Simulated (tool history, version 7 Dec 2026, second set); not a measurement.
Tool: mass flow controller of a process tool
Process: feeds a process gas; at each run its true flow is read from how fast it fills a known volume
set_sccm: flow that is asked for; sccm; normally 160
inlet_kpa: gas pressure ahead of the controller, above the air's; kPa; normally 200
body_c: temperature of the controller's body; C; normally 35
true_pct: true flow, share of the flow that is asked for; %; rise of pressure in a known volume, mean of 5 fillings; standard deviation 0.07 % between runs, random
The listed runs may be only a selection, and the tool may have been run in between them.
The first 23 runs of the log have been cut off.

Run 24, hour 4392.3: usual settings but inlet_kpa 258 kPa. Result: true_pct 98.89 %.
Run 25, hour 4576.6: usual settings but set_sccm 23 sccm, inlet_kpa 258 kPa, body_c 32 C. Result: true_pct 96.97 %.
Run 26, hour 4689.2: usual settings but set_sccm 20 sccm, inlet_kpa 187 kPa, body_c 20 C. Result: true_pct 97.36 %.
Run 27, hour 4884.4: usual settings but set_sccm 157 sccm, inlet_kpa 140 kPa, body_c 24 C. Result: true_pct 99.48 %.
Run 28, hour 5022.2: usual settings but set_sccm 157 sccm, inlet_kpa 161 kPa, body_c 38 C. Result: true_pct 98.89 %.
Run 29, hour 5201.3: usual settings but set_sccm 157 sccm, inlet_kpa 161 kPa, body_c 38 C. Result: true_pct 99.00 %.
Run 30, hour 5405.8: usual settings but set_sccm 157 sccm, inlet_kpa 161 kPa, body_c 38 C. Result: true_pct 98.92 %.
Run 31, hour 5538.8: usual settings but set_sccm 157 sccm, inlet_kpa 161 kPa, body_c 38 C. Result: true_pct 98.82 %.
Run 32, hour 5697.8: usual settings but set_sccm 157 sccm, inlet_kpa 254 kPa, body_c 23 C. Result: true_pct 99.25 %.
Run 33, hour 5902.9: usual settings but inlet_kpa 165 kPa. Result: true_pct 99.02 %.
Run 34, hour 6143.7: usual settings but inlet_kpa 165 kPa. Result: true_pct 99.19 %.
Run 35, hour 6394.8: usual settings but set_sccm 34 sccm, inlet_kpa 160 kPa, body_c 31 C. Result: true_pct 97.31 %.
Run 36, hour 6535.0: usual settings but set_sccm 34 sccm, inlet_kpa 160 kPa, body_c 31 C. Result: true_pct 97.23 %.
Run 37, hour 6700.2: usual settings but set_sccm 34 sccm, inlet_kpa 160 kPa, body_c 31 C. Result: true_pct 97.30 %.
Run 38, hour 6974.1: usual settings but set_sccm 189 sccm, inlet_kpa 172 kPa, body_c 21 C. Result: true_pct 99.98 %.
Run 39, hour 7142.8: usual settings but set_sccm 189 sccm, inlet_kpa 149 kPa, body_c 20 C. Result: true_pct 99.97 %.
Run 40, hour 7401.9: usual settings but set_sccm 189 sccm, inlet_kpa 149 kPa, body_c 20 C. Result: true_pct 100.13 %.
Run 41, hour 7532.7: usual settings but set_sccm 123 sccm, inlet_kpa 144 kPa, body_c 21 C. Result: true_pct 99.03 %.
Run 42, hour 7718.1: usual settings but set_sccm 123 sccm, inlet_kpa 144 kPa, body_c 21 C. Result: true_pct 98.93 %.
Run 43, hour 7875.2: usual settings but inlet_kpa 275 kPa, body_c 30 C. Result: true_pct 99.12 %.
Run 44, hour 8117.5: usual settings but set_sccm 111 sccm, inlet_kpa 142 kPa, body_c 27 C. Result: true_pct 98.60 %.
Run 45, hour 8301.9: usual settings but set_sccm 111 sccm, inlet_kpa 142 kPa, body_c 27 C. Result: true_pct 98.70 %.
Run 46, hour 8555.0: usual settings but set_sccm 111 sccm, inlet_kpa 161 kPa, body_c 28 C. Result: true_pct 98.56 %.
At hour 8778.1: controller's zero set anew.
Run 47, hour 8814.9: usual settings but set_sccm 47 sccm, inlet_kpa 226 kPa. Result: true_pct 97.22 %.

3 options for the next run, each taken on its own from the tool as it stands now. Forecast them:
Run A, hour 9052.8: usual settings but set_sccm 69 sccm, inlet_kpa 148 kPa, body_c 23 C. Result: true_pct ?.
Run B, hour 9052.8: usual settings but set_sccm 47 sccm, inlet_kpa 146 kPa. Result: true_pct ?.
Run C, hour 9052.8: usual settings but set_sccm 28 sccm, inlet_kpa 162 kPa, body_c 22 C. Result: true_pct ?.

run  true_pct
  A     98.03
  B     97.32
  C     97.53
Without the tool's hidden state the same runs would have given:
run  true_pct
  A     98.04
  B     97.33
  C     97.54

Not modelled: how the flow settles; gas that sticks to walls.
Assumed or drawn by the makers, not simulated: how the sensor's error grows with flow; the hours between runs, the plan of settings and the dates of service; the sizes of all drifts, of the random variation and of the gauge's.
